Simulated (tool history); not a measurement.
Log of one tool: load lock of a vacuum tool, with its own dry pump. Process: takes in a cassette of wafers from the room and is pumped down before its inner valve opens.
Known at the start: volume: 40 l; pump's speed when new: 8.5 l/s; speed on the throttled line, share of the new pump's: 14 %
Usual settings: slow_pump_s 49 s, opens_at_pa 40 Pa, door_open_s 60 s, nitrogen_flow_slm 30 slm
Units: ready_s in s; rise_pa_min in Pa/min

run	hour	slow_pump_s	opens_at_pa	door_open_s	nitrogen_flow_slm	incoming humidity of the room's air, %	ready_s	rise_pa_min
1	0.0	49	40	60	30	46.3	80.4	0.028
2	141.4	49	42	60	30	41.8	81.2	0.036
3	216.3	49	42	60	30	45.6	80.1	0.037
4	378.5	49	42	60	30	42.5	80.6	0.035
5	456.4	49	40	60	30	45.2	81.5	0.034
6	564.2	25	40	60	30	46.5	61.1	0.038
7	662.8	49	40	60	14	47.3	81.8	0.044
8	744.3	49	67	60	30	43.4	78.0	0.040
9	847.7	49	37	60	30	46.4	80.5	0.038
10	925.6	49	55	60	30	41.9	79.9	0.042
11	1063.1	49	40	77	30	45.7	81.2	0.047
12	1204.3	49	40	77	30	48.3	80.4	0.052
13	1285.0	49	40	77	30	43.5	82.3	0.043
14	1374.4	37	40	60	30	44.2	70.6	0.045
15	1520.6	37	40	60	30	48.2	70.8	0.046
16	1615.7	37	40	60	30	44.5	70.9	0.049
17	1738.9	37	40	60	30	44.5	72.1	0.050
18	1882.4	37	40	60	30	47.9	70.8	0.053
19	2028.7	36	31	64	30	45.7	70.8	0.053
20	2135.5	49	40	158	6	44.5	82.1	0.081
21	2290.0	49	40	158	6	42.1	80.9	0.075
22	2416.5	39	39	65	30	43.4	74.5	0.052
23	2507.1	45	50	60	30	44.0	77.3	0.059
24	2613.5	49	48	33	30	46.3	79.8	0.056
25	2681.6	83	48	33	11	45.7	108.6	0.063
26	2825.3	83	48	33	11	43.8	109.2	0.072
27	2917.7	25	41	75	12	46.4	61.1	0.073
28	2994.9	25	41	75	12	44.8	62.0	0.075
29	3141.0	63	41	75	12	44.4	93.0	0.075
30	3296.6	44	39	195	24	43.7	77.8	0.085
31	3431.6	44	34	195	27	42.6	78.5	0.075
32	3512.1	46	71	151	4	45.9	77.7	0.107

Hidden state or all else? Some run-to-run changes of ready_s, split into what the settings, what came in and random variation would give without the hidden state, and what is left for the hidden state (with any gauge scatter that isn't in both results):
The hidden state here: pump's speed, % of a new pump's; leak at the door's seal, Pa l/s; drift of the gauge itself on ready_s, %; drift of the gauge itself on rise_pa_min, %.
Run 24 -> 25: slow_pump_s 49 -> 83, nitrogen_flow_slm 30 -> 11. ready_s +28.8 s: hidden state -0.3, all else +29.1.
Run 26 -> 27: slow_pump_s 83 -> 25, opens_at_pa 48 -> 41, door_open_s 33 -> 75, nitrogen_flow_slm 11 -> 12. ready_s -48.1 s: hidden state +0.8, all else -48.9.
Run 28 -> 29: slow_pump_s 25 -> 63. ready_s +31.0 s: hidden state -0.5, all else +31.5.
